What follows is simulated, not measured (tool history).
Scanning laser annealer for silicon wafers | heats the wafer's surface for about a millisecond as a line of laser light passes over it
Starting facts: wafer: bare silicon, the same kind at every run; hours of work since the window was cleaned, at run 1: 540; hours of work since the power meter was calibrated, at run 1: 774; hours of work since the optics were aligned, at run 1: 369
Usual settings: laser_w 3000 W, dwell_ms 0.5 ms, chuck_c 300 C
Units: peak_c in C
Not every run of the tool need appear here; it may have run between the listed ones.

run	hour	laser_w	dwell_ms	chuck_c	hours of work since the window was cleaned	hours of work since the power meter was calibrated	hours of work since the optics were aligned	peak_c
1	0	3000	0.5	300	540	774	369	1025
2	26.5	3000	0.5	304	553	786	381	1029
3	53.7	3000	0.5	300	565	799	394	1023
4	86.1	3000	0.5	300	581	814	409	1023
5	115.5	3000	0.5	298	594	828	423	1023
6	135.8	3000	0.5	295	604	837	433	1015
7	180.4	2661	0.5	300	625	858	454	917
8	202.9	3000	0.5	300	635	869	464	1019
9	246.6	3000	0.5	300	656	889	485	1022
10	289.6	3000	0.5	300	676	910	505	1017
11	310.8	3000	0.5	300	686	920	515	1016
12	352.7	3000	0.509	300	706	939	535	1026
13	390.4	3000	0.509	300	724	957	552	1023
# hour 430.7: window over the wafer cleaned
14	433.4	3000	0.5	300	1	976	572	1049
15	452.3	3000	0.5	300	10	985	580	1046
16	475.9	3000	0.5	300	21	996	592	1044
17	502.5	3000	0.5	300	34	1009	604	1045
18	529.8	3000	0.5	300	47	1021	617	1046
19	561.5	3000	0.5	266	61	1036	632	1011
20	584.6	3000	0.5	266	72	1047	643	1008
21	621.7	3000	0.5	266	90	1065	660	1010
22	663.6	3000	0.384	313	109	1084	680	970

Run 23 is up next; what results do you expect?
23	700.2	2987	0.518	314	127	1101	697	?

Logged for run 23: peak_c 1064 C.
With the hidden condition absent and the run-to-run variation left alone, this run would have shown peak_c 1071 C.
